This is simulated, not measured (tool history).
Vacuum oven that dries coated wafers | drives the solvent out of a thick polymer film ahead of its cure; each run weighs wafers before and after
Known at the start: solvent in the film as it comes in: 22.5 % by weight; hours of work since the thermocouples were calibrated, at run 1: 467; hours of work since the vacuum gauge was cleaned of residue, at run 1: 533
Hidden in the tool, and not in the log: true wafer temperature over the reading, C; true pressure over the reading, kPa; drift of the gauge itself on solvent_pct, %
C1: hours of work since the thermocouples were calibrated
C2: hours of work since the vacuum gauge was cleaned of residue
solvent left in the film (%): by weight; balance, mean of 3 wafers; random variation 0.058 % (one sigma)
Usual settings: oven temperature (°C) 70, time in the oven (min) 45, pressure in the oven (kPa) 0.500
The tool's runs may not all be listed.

run 1 hour=0.0 | oven_temperature_(°C)=70 time_in_the_oven_(min)=45 pressure_in_the_oven_(kPa)=0.500 | C1=467 C2=533 | solvent_left_in_the_film_(%)=3.57
run 2 hour=25.1 | oven_temperature_(°C)=70 time_in_the_oven_(min)=45 pressure_in_the_oven_(kPa)=0.500 | C1=481 C2=548 | solvent_left_in_the_film_(%)=3.53
run 3 hour=44.5 | oven_temperature_(°C)=70 time_in_the_oven_(min)=45 pressure_in_the_oven_(kPa)=0.500 | C1=492 C2=558 | solvent_left_in_the_film_(%)=3.59
run 4 hour=64.5 | oven_temperature_(°C)=70 time_in_the_oven_(min)=45 pressure_in_the_oven_(kPa)=0.500 | C1=503 C2=570 | solvent_left_in_the_film_(%)=3.61
run 5 hour=96.0 | oven_temperature_(°C)=70 time_in_the_oven_(min)=45 pressure_in_the_oven_(kPa)=0.683 | C1=521 C2=587 | solvent_left_in_the_film_(%)=3.65
run 6 hour=124.2 | oven_temperature_(°C)=75 time_in_the_oven_(min)=45 pressure_in_the_oven_(kPa)=0.500 | C1=536 C2=603 | solvent_left_in_the_film_(%)=1.71
run 7 hour=148.0 | oven_temperature_(°C)=75 time_in_the_oven_(min)=45 pressure_in_the_oven_(kPa)=0.500 | C1=550 C2=616 | solvent_left_in_the_film_(%)=1.70
run 8 hour=173.4 | oven_temperature_(°C)=70 time_in_the_oven_(min)=45 pressure_in_the_oven_(kPa)=0.500 | C1=564 C2=631 | solvent_left_in_the_film_(%)=3.64
run 9 hour=197.2 | oven_temperature_(°C)=70 time_in_the_oven_(min)=25 pressure_in_the_oven_(kPa)=0.500 | C1=577 C2=644 | solvent_left_in_the_film_(%)=7.52
run 10 hour=212.6 | oven_temperature_(°C)=70 time_in_the_oven_(min)=59 pressure_in_the_oven_(kPa)=0.500 | C1=586 C2=653 | solvent_left_in_the_film_(%)=2.21
run 11 hour=248.3 | oven_temperature_(°C)=70 time_in_the_oven_(min)=71 pressure_in_the_oven_(kPa)=0.500 | C1=606 C2=673 | solvent_left_in_the_film_(%)=1.65
run 12 hour=285.2 | oven_temperature_(°C)=70 time_in_the_oven_(min)=71 pressure_in_the_oven_(kPa)=0.500 | C1=627 C2=693 | solvent_left_in_the_film_(%)=1.66
run 13 hour=302.6 | oven_temperature_(°C)=70 time_in_the_oven_(min)=71 pressure_in_the_oven_(kPa)=0.500 | C1=636 C2=703 | solvent_left_in_the_film_(%)=1.66
run 14 hour=321.2 | oven_temperature_(°C)=70 time_in_the_oven_(min)=71 pressure_in_the_oven_(kPa)=0.500 | C1=647 C2=713 | solvent_left_in_the_film_(%)=1.62
run 15 hour=349.2 | oven_temperature_(°C)=70 time_in_the_oven_(min)=71 pressure_in_the_oven_(kPa)=0.500 | C1=662 C2=729 | solvent_left_in_the_film_(%)=1.65
run 16 hour=386.5 | oven_temperature_(°C)=70 time_in_the_oven_(min)=63 pressure_in_the_oven_(kPa)=0.500 | C1=683 C2=750 | solvent_left_in_the_film_(%)=2.19
run 17 hour=421.2 | oven_temperature_(°C)=70 time_in_the_oven_(min)=63 pressure_in_the_oven_(kPa)=0.500 | C1=703 C2=769 | solvent_left_in_the_film_(%)=2.14
run 18 hour=438.7 | oven_temperature_(°C)=70 time_in_the_oven_(min)=63 pressure_in_the_oven_(kPa)=0.500 | C1=713 C2=779 | solvent_left_in_the_film_(%)=2.26
run 19 hour=466.1 | oven_temperature_(°C)=69 time_in_the_oven_(min)=45 pressure_in_the_oven_(kPa)=0.365 | C1=728 C2=795 | solvent_left_in_the_film_(%)=4.25
run 20 hour=492.2 | oven_temperature_(°C)=69 time_in_the_oven_(min)=45 pressure_in_the_oven_(kPa)=0.365 | C1=743 C2=809 | solvent_left_in_the_film_(%)=4.27
run 21 hour=508.5 | oven_temperature_(°C)=57 time_in_the_oven_(min)=42 pressure_in_the_oven_(kPa)=0.734 | C1=752 C2=818 | solvent_left_in_the_film_(%)=11.48
run 22 hour=524.8 | oven_temperature_(°C)=57 time_in_the_oven_(min)=42 pressure_in_the_oven_(kPa)=0.734 | C1=761 C2=827 | solvent_left_in_the_film_(%)=11.53
run 23 hour=542.8 | oven_temperature_(°C)=60 time_in_the_oven_(min)=30 pressure_in_the_oven_(kPa)=0.529 | C1=771 C2=838 | solvent_left_in_the_film_(%)=11.70
run 24 hour=566.4 | oven_temperature_(°C)=70 time_in_the_oven_(min)=56 pressure_in_the_oven_(kPa)=0.311 | C1=784 C2=851 | solvent_left_in_the_film_(%)=2.59
run 25 hour=593.4 | oven_temperature_(°C)=70 time_in_the_oven_(min)=56 pressure_in_the_oven_(kPa)=0.311 | C1=799 C2=866 | solvent_left_in_the_film_(%)=2.66
run 26 hour=618.0 | oven_temperature_(°C)=61 time_in_the_oven_(min)=30 pressure_in_the_oven_(kPa)=0.939 | C1=813 C2=880 | solvent_left_in_the_film_(%)=11.37
run 27 hour=654.1 | oven_temperature_(°C)=77 time_in_the_oven_(min)=28 pressure_in_the_oven_(kPa)=1.685 | C1=833 C2=900 | solvent_left_in_the_film_(%)=3.68
run 28 hour=671.2 | oven_temperature_(°C)=76 time_in_the_oven_(min)=48 pressure_in_the_oven_(kPa)=1.296 | C1=843 C2=910 | solvent_left_in_the_film_(%)=1.62
run 29 hour=692.2 | oven_temperature_(°C)=70 time_in_the_oven_(min)=41 pressure_in_the_oven_(kPa)=0.394 | C1=855 C2=921 | solvent_left_in_the_film_(%)=4.45
run 30 hour=729.4 | oven_temperature_(°C)=57 time_in_the_oven_(min)=28 pressure_in_the_oven_(kPa)=0.332 | C1=875 C2=942 | solvent_left_in_the_film_(%)=13.33
run 31 hour=748.1 | oven_temperature_(°C)=79 time_in_the_oven_(min)=71 pressure_in_the_oven_(kPa)=1.596 | C1=886 C2=953 | solvent_left_in_the_film_(%)=0.80
run 32 hour=772.2 | oven_temperature_(°C)=79 time_in_the_oven_(min)=71 pressure_in_the_oven_(kPa)=1.596 | C1=899 C2=966 | solvent_left_in_the_film_(%)=0.67
run 33 hour=800.3 | oven_temperature_(°C)=79 time_in_the_oven_(min)=71 pressure_in_the_oven_(kPa)=1.596 | C1=915 C2=982 | solvent_left_in_the_film_(%)=0.74
run 34 hour=822.9 | oven_temperature_(°C)=79 time_in_the_oven_(min)=71 pressure_in_the_oven_(kPa)=1.596 | C1=928 C2=995 | solvent_left_in_the_film_(%)=0.72
run 35 hour=852.6 | oven_temperature_(°C)=64 time_in_the_oven_(min)=32 pressure_in_the_oven_(kPa)=1.596 | C1=944 C2=1011 | solvent_left_in_the_film_(%)=9.88
run 36 hour=889.5 | oven_temperature_(°C)=64 time_in_the_oven_(min)=32 pressure_in_the_oven_(kPa)=1.596 | C1=965 C2=1032 | solvent_left_in_the_film_(%)=9.81

Measured less the same run without the tool's hidden state. The same run-to-run variation is in both; the gauge's scatter may not be:
run=1 solvent_left_in_the_film_(%)=+0.57
run=2 solvent_left_in_the_film_(%)=+0.57
run=3 solvent_left_in_the_film_(%)=+0.59
run=4 solvent_left_in_the_film_(%)=+0.60
run=5 solvent_left_in_the_film_(%)=+0.62
run=6 solvent_left_in_the_film_(%)=+0.42
run=7 solvent_left_in_the_film_(%)=+0.43
run=8 solvent_left_in_the_film_(%)=+0.67
run=9 solvent_left_in_the_film_(%)=+0.80
run=10 solvent_left_in_the_film_(%)=+0.56
run=11 solvent_left_in_the_film_(%)=+0.47
run=12 solvent_left_in_the_film_(%)=+0.49
run=13 solvent_left_in_the_film_(%)=+0.50
run=14 solvent_left_in_the_film_(%)=+0.51
run=15 solvent_left_in_the_film_(%)=+0.52
run=16 solvent_left_in_the_film_(%)=+0.62
run=17 solvent_left_in_the_film_(%)=+0.64
run=18 solvent_left_in_the_film_(%)=+0.64
run=19 solvent_left_in_the_film_(%)=+0.90
run=20 solvent_left_in_the_film_(%)=+0.92
run=21 solvent_left_in_the_film_(%)=+1.00
run=22 solvent_left_in_the_film_(%)=+1.01
run=23 solvent_left_in_the_film_(%)=+0.96
run=24 solvent_left_in_the_film_(%)=+0.79
run=25 solvent_left_in_the_film_(%)=+0.79
run=26 solvent_left_in_the_film_(%)=+1.02
run=27 solvent_left_in_the_film_(%)=+0.87
run=28 solvent_left_in_the_film_(%)=+0.56
run=29 solvent_left_in_the_film_(%)=+1.03
run=30 solvent_left_in_the_film_(%)=+0.94
run=31 solvent_left_in_the_film_(%)=+0.22
run=32 solvent_left_in_the_film_(%)=+0.22
run=33 solvent_left_in_the_film_(%)=+0.23
run=34 solvent_left_in_the_film_(%)=+0.23
run=35 solvent_left_in_the_film_(%)=+1.26
run=36 solvent_left_in_the_film_(%)=+1.31
